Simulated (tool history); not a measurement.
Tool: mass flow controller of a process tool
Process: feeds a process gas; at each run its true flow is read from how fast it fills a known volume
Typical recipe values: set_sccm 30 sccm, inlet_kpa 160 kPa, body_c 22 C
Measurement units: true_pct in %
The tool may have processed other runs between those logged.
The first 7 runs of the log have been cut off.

run    hour  set_sccm  inlet_kpa  body_c  true_pct
  8  1653.6        30        185      22     97.89
  9  2008.1        30        185      22     97.99
 10  2313.4        30        185      22     97.99
 11  2530.9        30        160      36     97.46
 12  2837.6        30        160      22     97.98
 13  3011.0        30        160      22     98.01
     3044.6  -- controller's zero set anew
 14  3177.4        30        160      22     98.98
 15  3388.9        30        160      22     99.09
     3569.6  -- controller's zero set anew, once more
 16  3621.5        30        160      22     96.35
 17  3788.5        30        160      22     96.32
 18  4005.3        30        160      28     96.16
 19  4288.5        10        147      30     96.08
 20  4632.4        65        147      30     96.75
 21  4809.8        30        162      31     95.86
 22  4961.2        40        230      26     96.28
 23  5116.9        11        148      26     96.59
 24  5457.9        21        154      22     96.25
 25  5740.2        21        154      22     96.34
 26  5943.9        21        154      22     96.24
 27  6202.9        21        154      22     96.38
 28  6527.1        30        160      37     95.71
 29  6707.1        30        160      37     95.76
 30  6926.4        44        160      35     95.77

Forecast each of these 4 alternatives for the next run:
  A  7145.6        30        167      27         ?
  B  7145.6        51        160      22         ?
  C  7145.6        13        213      35         ?
  D  7145.6        67        152      33         ?

run  true_pct
  A     95.85
  B     96.22
  C     96.43
  D     96.14
Stripped of hidden state, with their random variation kept, the same runs would have yielded:
run  true_pct
  A     98.08
  B     98.92
  C     97.20
  D     98.99
